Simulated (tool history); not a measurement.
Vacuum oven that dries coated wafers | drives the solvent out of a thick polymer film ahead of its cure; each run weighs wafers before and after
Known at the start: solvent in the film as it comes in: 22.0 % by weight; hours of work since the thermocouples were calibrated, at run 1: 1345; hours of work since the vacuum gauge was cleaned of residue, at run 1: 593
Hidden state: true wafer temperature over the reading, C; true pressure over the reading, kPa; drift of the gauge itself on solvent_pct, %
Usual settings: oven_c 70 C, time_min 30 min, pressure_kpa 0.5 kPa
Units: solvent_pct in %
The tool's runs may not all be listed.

run   hour  oven_c  time_min  pressure_kpa  hours of work since the thermocouples were calibrated  hours of work since the vacuum gauge was cleaned of residue  solvent_pct
  1      0      70        30           0.5                                                   1345                                                          593         4.73
  2   54.6      70        30         0.502                                                   1385                                                          633         4.73
  3  111.4      70        30           0.5                                                   1427                                                          675         4.83
  4  148.9      70        30           0.5                                                   1454                                                          702         4.79
  5    187      70        24           0.5                                                   1482                                                          730         6.03
  6  210.9      70        24           0.5                                                   1500                                                          747         5.92
  7  253.8      70        24           0.5                                                   1531                                                          779         6.13
  8  297.3      70        24           0.5                                                   1563                                                          811         6.06
  9  353.7      70        24           0.5                                                   1604                                                          852         6.15
 10  382.5      60        31           0.5                                                   1625                                                          873         8.19
 11  415.5      83        30         0.652                                                   1649                                                          897         1.43
       469  -- oven's thermocouples calibrated
 12  473.2      83        30         0.652                                                      3                                                          938         1.37
 13  515.6      60        41         0.802                                                     34                                                          969         6.65
 14  555.6      66        27         0.523                                                     63                                                          998         7.04
 15  612.3      70        16         0.689                                                    105                                                         1040         8.68
 16  650.3      70        16         0.689                                                    133                                                         1067          8.9
 17  692.2      77        50         0.884                                                    163                                                         1098         1.09

5 ways to go on from here, each from the tool as it stands after run 17. What would each give?
  A  735.9      68        30           0.5                                                    195                                                         1130            ?
  B  735.9      61        32         0.281                                                    195                                                         1130            ?
  C  735.9      79        18         0.612                                                    195                                                         1130            ?
  D  735.9      69        36         0.919                                                    195                                                         1130            ?
  E  735.9      67        16         0.602                                                    195                                                         1130            ?

run  solvent_pct
  A         5.42
  B         7.44
  C          4.9
  D         4.19
  E          9.9
Without the tool's hidden state the same runs would have given:
run  solvent_pct
  A         5.41
  B         7.42
  C         4.89
  D         4.17
  E         9.88
